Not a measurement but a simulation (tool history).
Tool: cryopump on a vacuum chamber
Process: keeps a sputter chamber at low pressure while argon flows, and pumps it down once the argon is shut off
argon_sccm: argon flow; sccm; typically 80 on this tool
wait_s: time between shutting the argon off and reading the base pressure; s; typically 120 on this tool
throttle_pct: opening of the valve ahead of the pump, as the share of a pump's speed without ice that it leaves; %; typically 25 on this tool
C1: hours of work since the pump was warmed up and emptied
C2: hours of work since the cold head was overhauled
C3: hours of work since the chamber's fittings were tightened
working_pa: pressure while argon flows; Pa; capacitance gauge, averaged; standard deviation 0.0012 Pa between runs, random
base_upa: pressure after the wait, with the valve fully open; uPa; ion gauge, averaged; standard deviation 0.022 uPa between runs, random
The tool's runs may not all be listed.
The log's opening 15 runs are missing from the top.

run 16 hour=336.9 | argon_sccm=80 wait_s=120 throttle_pct=25 | C1=250 C2=910 C3=1504 | working_pa=0.2820 base_upa=1.73
run 17 hour=350.3 | argon_sccm=80 wait_s=120 throttle_pct=25 | C1=258 C2=919 C3=1512 | working_pa=0.2819 base_upa=1.73
run 18 hour=380.5 | argon_sccm=131 wait_s=222 throttle_pct=25 | C1=277 C2=937 C3=1531 | working_pa=0.4641 base_upa=1.55
run 19 hour=408.6 | argon_sccm=131 wait_s=222 throttle_pct=25 | C1=295 C2=955 C3=1548 | working_pa=0.4649 base_upa=1.59
run 20 hour=438.5 | argon_sccm=80 wait_s=280 throttle_pct=25 | C1=313 C2=974 C3=1567 | working_pa=0.2863 base_upa=1.58
run 21 hour=467.8 | argon_sccm=80 wait_s=120 throttle_pct=55 | C1=332 C2=992 C3=1585 | working_pa=0.1384 base_upa=1.83
run 22 hour=499.6 | argon_sccm=102 wait_s=120 throttle_pct=60 | C1=351 C2=1012 C3=1605 | working_pa=0.1638 base_upa=1.85
run 23 hour=516.6 | argon_sccm=113 wait_s=58 throttle_pct=49 | C1=362 C2=1022 C3=1616 | working_pa=0.2179 base_upa=2.44
run 24 hour=541.8 | argon_sccm=113 wait_s=58 throttle_pct=49 | C1=378 C2=1038 C3=1632 | working_pa=0.2203 base_upa=2.41
run 25 hour=564.1 | argon_sccm=67 wait_s=59 throttle_pct=25 | C1=392 C2=1052 C3=1645 | working_pa=0.2433 base_upa=2.39
run 26 hour=578.0 | argon_sccm=101 wait_s=120 throttle_pct=47 | C1=400 C2=1061 C3=1654 | working_pa=0.2060 base_upa=2.00
run 27 hour=601.4 | argon_sccm=80 wait_s=29 throttle_pct=26 | C1=415 C2=1075 C3=1669 | working_pa=0.2798 base_upa=3.43
run 28 hour=631.6 | argon_sccm=80 wait_s=29 throttle_pct=26 | C1=434 C2=1094 C3=1688 | working_pa=0.2804 base_upa=3.44
run 29 hour=652.1 | argon_sccm=80 wait_s=29 throttle_pct=26 | C1=447 C2=1107 C3=1700 | working_pa=0.2841 base_upa=3.47

Run 30 has not been measured yet. What should we expect?
run 30 hour=667.7 | argon_sccm=80 wait_s=29 throttle_pct=26 | C1=456 C2=1117 C3=1710 | working_pa=? base_upa=?

{"run 30": {"working_pa": 0.2811, "base_upa": 3.47}}
Were there no unlogged condition in the tool, this run, its random variation unchanged, would have produced working_pa 0.2588 Pa, base_upa 2.03 uPa.
